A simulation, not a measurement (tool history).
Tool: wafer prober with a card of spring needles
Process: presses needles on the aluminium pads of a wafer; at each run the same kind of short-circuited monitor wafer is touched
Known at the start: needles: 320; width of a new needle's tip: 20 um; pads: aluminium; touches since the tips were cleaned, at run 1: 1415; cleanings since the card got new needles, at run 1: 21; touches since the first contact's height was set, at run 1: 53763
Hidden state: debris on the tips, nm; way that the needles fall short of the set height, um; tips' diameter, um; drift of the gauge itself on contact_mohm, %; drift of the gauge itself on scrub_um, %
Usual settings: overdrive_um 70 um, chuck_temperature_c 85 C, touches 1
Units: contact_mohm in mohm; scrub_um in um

run,day,overdrive_um,chuck_temperature_c,touches,touches since the tips were cleaned,cleanings since the card got new needles,touches since the first contact's height was set,contact_mohm,scrub_um
1,0.000,70,85,1,1415,21,53763,224,14.10
# day 0.092: tips cleaned on abrasive film
# day 0.333: tips cleaned on abrasive film
# day 0.567: tips cleaned on abrasive film
2,0.675,70,85,1,1099,24,60466,221,14.30
# day 0.833: tips cleaned on abrasive film
# day 1.079: tips cleaned on abrasive film
3,1.196,70,85,1,1179,26,65662,232,13.86
# day 1.312: tips cleaned on abrasive film
# day 1.550: tips cleaned on abrasive film
# day 1.800: tips cleaned on abrasive film
4,1.883,70,85,1,830,29,72475,219,13.76
# day 2.050: tips cleaned on abrasive film
5,2.258,70,85,1,2107,30,76235,239,13.80
# day 2.304: tips cleaned on abrasive film
# day 2.562: tips cleaned on abrasive film
6,2.729,70,85,1,1703,32,80897,238,14.00
# day 2.812: tips cleaned on abrasive film
# day 3.054: tips cleaned on abrasive film
7,3.117,70,85,1,632,34,84724,215,13.73
# day 3.304: tips cleaned on abrasive film
# day 3.558: tips cleaned on abrasive film
8,3.738,70,57,1,1840,36,90943,228,13.74
# day 3.796: tips cleaned on abrasive film
# day 4.042: tips cleaned on abrasive film
9,4.167,70,57,1,1244,38,95165,223,13.86
# day 4.279: tips cleaned on abrasive film
# day 4.538: tips cleaned on abrasive film
# day 4.796: tips cleaned on abrasive film
10,4.812,70,57,1,157,41,101578,204,13.55
# day 5.025: tips cleaned on abrasive film
# day 5.254: tips cleaned on abrasive film
11,5.254,70,57,1,0,43,105945,198,13.80
# day 5.504: tips cleaned on abrasive film
12,5.592,70,57,1,869,44,109325,219,13.70
# day 5.729: tips cleaned on abrasive film
13,5.908,70,57,1,1797,45,112483,239,13.66
# day 5.967: tips cleaned on abrasive film
# day 6.233: tips cleaned on abrasive film
14,6.242,78,85,1,90,47,115793,202,15.52
# day 6.496: tips cleaned on abrasive film
# day 6.742: tips cleaned on abrasive film
15,6.942,70,85,2,2038,49,122790,224,13.83
# day 6.996: tips cleaned on abrasive film
# day 7.267: tips cleaned on abrasive film
# day 7.512: tips cleaned on abrasive film
16,7.679,70,85,2,1698,52,130127,220,13.49
# day 7.742: tips cleaned on abrasive film
# day 7.975: tips cleaned on abrasive film
17,8.167,86,77,1,1946,54,134952,221,17.03
# day 8.225: tips cleaned on abrasive film
# day 8.471: tips cleaned on abrasive film
18,8.662,77,74,1,1941,56,139873,230,14.95
# day 8.712: tips cleaned on abrasive film
# day 8.979: tips cleaned on abrasive film
19,9.079,77,74,2,985,58,143993,205,15.02
# day 9.242: tips cleaned on abrasive film
# day 9.488: tips cleaned on abrasive film
20,9.562,77,46,2,757,60,148813,201,14.74
# day 9.721: tips cleaned on abrasive film
21,9.896,77,46,2,1746,61,152126,212,15.06
# day 9.975: tips cleaned on abrasive film
# day 10.242: tips cleaned on abrasive film
22,10.404,74,33,1,1635,63,157203,227,14.30
# day 10.496: tips cleaned on abrasive film
# day 10.717: tips cleaned on abrasive film
23,10.717,90,46,2,0,65,160281,185,17.17
# day 10.958: tips cleaned on abrasive film
24,11.062,70,114,3,1061,66,163746,213,13.36
# day 11.204: tips cleaned on abrasive film
# day 11.467: tips cleaned on abrasive film
# day 11.708: tips cleaned on abrasive film
25,11.812,70,114,3,1046,69,171191,211,13.36
# day 11.950: tips cleaned on abrasive film
# day 12.204: tips cleaned on abrasive film
26,12.358,70,33,1,1581,71,176631,234,13.47
# day 12.467: tips cleaned on abrasive film
27,12.679,70,33,1,2160,72,179825,245,13.26
# day 12.733: tips cleaned on abrasive film
# day 13.000: tips cleaned on abrasive film
# day 13.246: tips cleaned on abrasive film
28,13.317,75,33,2,729,75,186154,197,14.45
# day 13.508: tips cleaned on abrasive film
29,13.675,79,100,1,1697,76,189737,235,15.03

Forecast each of these 3 alternatives for the next run:
# day 13.733: tips cleaned on abrasive film
# day 13.996: tips cleaned on abrasive film
A,14.038,70,79,2,432,78,193297,?,?
# day 13.733: tips cleaned on abrasive film
# day 13.996: tips cleaned on abrasive film
B,14.038,54,100,2,432,78,193297,?,?
# day 13.733: tips cleaned on abrasive film
# day 13.996: tips cleaned on abrasive film
C,14.038,73,28,2,432,78,193297,?,?

run,contact_mohm,scrub_um
A,207,13.57
B,224,10.03
C,196,13.87
Without the tool's hidden state the same runs would have given:
run,contact_mohm,scrub_um
A,194,14.61
B,204,11.08
C,184,14.90
